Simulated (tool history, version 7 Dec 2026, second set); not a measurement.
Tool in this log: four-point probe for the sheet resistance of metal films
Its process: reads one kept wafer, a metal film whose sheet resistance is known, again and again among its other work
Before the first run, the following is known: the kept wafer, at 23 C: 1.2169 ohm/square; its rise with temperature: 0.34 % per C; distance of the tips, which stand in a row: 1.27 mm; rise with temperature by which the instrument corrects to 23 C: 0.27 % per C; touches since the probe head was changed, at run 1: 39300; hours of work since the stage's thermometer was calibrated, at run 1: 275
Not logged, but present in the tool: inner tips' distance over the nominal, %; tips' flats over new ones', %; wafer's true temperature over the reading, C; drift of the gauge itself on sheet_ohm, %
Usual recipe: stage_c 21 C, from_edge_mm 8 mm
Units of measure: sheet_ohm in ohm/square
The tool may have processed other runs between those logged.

| run | hour | stage_c | from_edge_mm | touches since the probe head was changed | hours of work since the stage's thermometer was calibrated | sheet_ohm |
|---|---|---|---|---|---|---|
| 1 | 0.0 | 21 | 8 | 39300 | 275 | 1.221037 |
| 2 | 28.4 | 21 | 4 | 39946 | 290 | 1.266768 |
| 3 | 67.5 | 21 | 4 | 40834 | 310 | 1.265998 |
| 4 | 106.6 | 21 | 4 | 41723 | 330 | 1.266598 |
| 5 | 130.9 | 21 | 4 | 42275 | 342 | 1.266140 |
| 6 | 172.9 | 21 | 4 | 43231 | 364 | 1.266328 |
| 7 | 192.4 | 21 | 30 | 43673 | 373 | 1.205946 |
| 8 | 231.4 | 21 | 30 | 44560 | 393 | 1.205637 |
| 9 | 266.7 | 21 | 30 | 45362 | 411 | 1.205631 |
| 10 | 285.6 | 20 | 8 | 45793 | 421 | 1.219570 |
| 11 | 323.6 | 21 | 8 | 46656 | 440 | 1.220157 |
| 12 | 346.7 | 21 | 8 | 47180 | 452 | 1.220686 |
| 13 | 373.3 | 21 | 8 | 47785 | 466 | 1.219885 |
| 14 | 411.5 | 21 | 8 | 48654 | 485 | 1.220478 |
| 15 | 453.3 | 21 | 8 | 49606 | 507 | 1.219780 |
| 16 | 498.1 | 21 | 8 | 50623 | 529 | 1.220590 |
| 17 | 522.3 | 18 | 8 | 51174 | 542 | 1.217438 |
| 18 | 559.8 | 18 | 8 | 52026 | 561 | 1.217387 |
| 19 | 590.7 | 21 | 8 | 52729 | 577 | 1.220070 |
| 20 | 629.9 | 21 | 8 | 53619 | 597 | 1.220153 |
| 21 | 649.0 | 21 | 8 | 54053 | 606 | 1.220688 |
| 22 | 677.5 | 21 | 8 | 54701 | 621 | 1.220087 |
| 23 | 699.8 | 21 | 8 | 55209 | 632 | 1.220838 |
| 24 | 728.7 | 21 | 8 | 55865 | 647 | 1.219930 |
| 25 | 758.1 | 21 | 8 | 56533 | 662 | 1.220071 |
| 26 | 792.3 | 21 | 8 | 57310 | 679 | 1.219726 |
| 27 | 818.4 | 21 | 20 | 57904 | 693 | 1.206444 |
| 28 | 836.9 | 34 | 12 | 58325 | 702 | 1.222213 |
| 29 | 855.1 | 24 | 12 | 58738 | 711 | 1.213551 |
| 30 | 885.3 | 24 | 12 | 59424 | 727 | 1.213175 |
| 31 | 915.5 | 22 | 6 | 60111 | 742 | 1.232719 |
|  | 919.7 | stage's thermometer calibrated |
| 32 | 957.2 | 20 | 44 | 61047 | 19 | 1.203384 |
| 33 | 998.3 | 20 | 44 | 61983 | 40 | 1.203289 |
| 34 | 1040.9 | 33 | 6 | 62952 | 62 | 1.243000 |
| 35 | 1065.7 | 19 | 8 | 63515 | 74 | 1.217975 |
| 36 | 1090.6 | 19 | 8 | 64079 | 87 | 1.218143 |
|  | 1095.9 | stage's thermometer calibrated, once more |
| 37 | 1120.8 | 19 | 8 | 64756 | 13 | 1.216556 |
| 38 | 1149.2 | 29 | 22 | 65401 | 27 | 1.211103 |
| 39 | 1185.8 | 29 | 22 | 66232 | 46 | 1.211588 |
| 40 | 1226.6 | 19 | 37 | 67160 | 67 | 1.201183 |
| 41 | 1256.0 | 18 | 10 | 67829 | 82 | 1.209737 |
| 42 | 1298.9 | 19 | 14 | 68805 | 104 | 1.205548 |
| 43 | 1323.9 | 19 | 14 | 69373 | 116 | 1.205353 |
| 44 | 1362.4 | 19 | 14 | 70248 | 136 | 1.205492 |

Alternative continuations, all from the tool just after run 44; predict every row:
| A | 1388.1 | 25 | 50 | 70831 | 149 | ? |
| B | 1388.1 | 33 | 4 | 70831 | 149 | ? |
| C | 1388.1 | 25 | 6 | 70831 | 149 | ? |

| run | sheet_ohm |
|---|---|
| A | 1.205661 |
| B | 1.274615 |
| C | 1.233887 |
What these runs would have given with no unlogged condition in the tool:
| run | sheet_ohm |
|---|---|
| A | 1.218956 |
| B | 1.288615 |
| C | 1.247468 |
